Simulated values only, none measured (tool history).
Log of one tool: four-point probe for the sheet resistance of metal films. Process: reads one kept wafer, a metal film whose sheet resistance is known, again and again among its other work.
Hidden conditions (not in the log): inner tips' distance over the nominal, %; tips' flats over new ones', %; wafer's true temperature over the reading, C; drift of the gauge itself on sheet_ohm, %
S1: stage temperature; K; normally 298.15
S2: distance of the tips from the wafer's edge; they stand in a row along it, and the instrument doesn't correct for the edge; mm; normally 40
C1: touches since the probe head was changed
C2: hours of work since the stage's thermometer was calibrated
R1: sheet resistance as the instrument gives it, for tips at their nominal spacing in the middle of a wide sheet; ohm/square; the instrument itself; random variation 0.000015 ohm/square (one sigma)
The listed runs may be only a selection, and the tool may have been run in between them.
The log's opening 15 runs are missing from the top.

| run | day | S1 | S2 | C1 | C2 | R1 |
|---|---|---|---|---|---|---|
| 16 | 50.883 | 298.15 | 40 | 18340 | 1705 | 0.075113 |
| 17 | 55.729 | 296.15 | 40 | 22443 | 1787 | 0.075209 |
| 18 | 59.946 | 298.15 | 11 | 26012 | 1858 | 0.075404 |
| 19 | 63.183 | 292.15 | 14 | 28750 | 1912 | 0.075628 |
| 20 | 67.892 | 298.15 | 11 | 32739 | 1991 | 0.075425 |
| 21 | 72.154 | 293.15 | 65 | 36348 | 2063 | 0.075398 |
| 22 | 75.129 | 301.15 | 5 | 38866 | 2113 | 0.076503 |
| 23 | 78.400 | 293.15 | 64 | 41633 | 2168 | 0.075392 |
| 24 | 82.304 | 293.15 | 64 | 44939 | 2234 | 0.075386 |
| 25 | 87.312 | 293.15 | 64 | 49179 | 2318 | 0.075397 |
| 26 | 90.533 | 293.15 | 40 | 51905 | 2372 | 0.075412 |
| 27 | 94.650 | 293.15 | 40 | 55390 | 2441 | 0.075403 |
| 28 | 98.738 | 293.15 | 40 | 58853 | 2510 | 0.075387 |
| 29 | 102.033 | 299.15 | 40 | 61642 | 2565 | 0.075072 |
| 30 | 104.292 | 299.15 | 40 | 63556 | 2603 | 0.075059 |
| 31 | 107.921 | 299.15 | 40 | 66628 | 2665 | 0.075067 |
|  | 109.642 | stage's thermometer calibrated |
| 32 | 112.429 | 299.15 | 40 | 70427 | 47 | 0.075084 |
| 33 | 114.825 | 306.15 | 26 | 72456 | 87 | 0.074729 |

Below are 3 alternative next runs, each starting from the tool's condition after run 33. Predict each:
| A | 119.317 | 298.15 | 24 | 76258 | 163 | ? |
| B | 119.317 | 302.15 | 43 | 76258 | 163 | ? |
| C | 119.317 | 298.15 | 4 | 76258 | 163 | ? |

| run | R1 |
|---|---|
| A | 0.075174 |
| B | 0.074890 |
| C | 0.077549 |
With no hidden state in the tool, these same runs would have given:
| run | R1 |
|---|---|
| A | 0.075165 |
| B | 0.074882 |
| C | 0.077540 |
